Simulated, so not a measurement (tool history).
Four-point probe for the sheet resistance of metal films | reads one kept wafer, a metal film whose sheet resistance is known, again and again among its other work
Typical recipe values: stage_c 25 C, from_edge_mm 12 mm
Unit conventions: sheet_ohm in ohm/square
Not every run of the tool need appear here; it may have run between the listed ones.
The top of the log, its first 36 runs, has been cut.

| run | day | stage_c | from_edge_mm | sheet_ohm |
|---|---|---|---|---|
| 37 | 102.396 | 25 | 3 | 0.051483 |
| 38 | 105.625 | 25 | 3 | 0.051472 |
| 39 | 108.471 | 32 | 21 | 0.049002 |
| 40 | 110.4 | 32 | 21 | 0.049015 |
| 41 | 113.129 | 23 | 7 | 0.049206 |
| 42 | 116.388 | 35 | 30 | 0.049063 |
| 43 | 119.788 | 24 | 28 | 0.048722 |
| 44 | 123.021 | 25 | 17 | 0.048809 |
| 45 | 125.433 | 32 | 16 | 0.049019 |
| 46 | 128.9 | 32 | 3 | 0.05167 |

Predict each of these 3 candidate next runs independently; none follows another, all start after run 46:
| A | 132.533 | 32 | 11 | ? |
| B | 132.533 | 29 | 7 | ? |
| C | 132.533 | 19 | 6 | ? |

| run | sheet_ohm |
|---|---|
| A | 0.049133 |
| B | 0.049382 |
| C | 0.049254 |
With the hidden condition removed and each run's random variation left untouched, the same runs would have given:
| run | sheet_ohm |
|---|---|
| A | 0.049388 |
| B | 0.049637 |
| C | 0.049506 |

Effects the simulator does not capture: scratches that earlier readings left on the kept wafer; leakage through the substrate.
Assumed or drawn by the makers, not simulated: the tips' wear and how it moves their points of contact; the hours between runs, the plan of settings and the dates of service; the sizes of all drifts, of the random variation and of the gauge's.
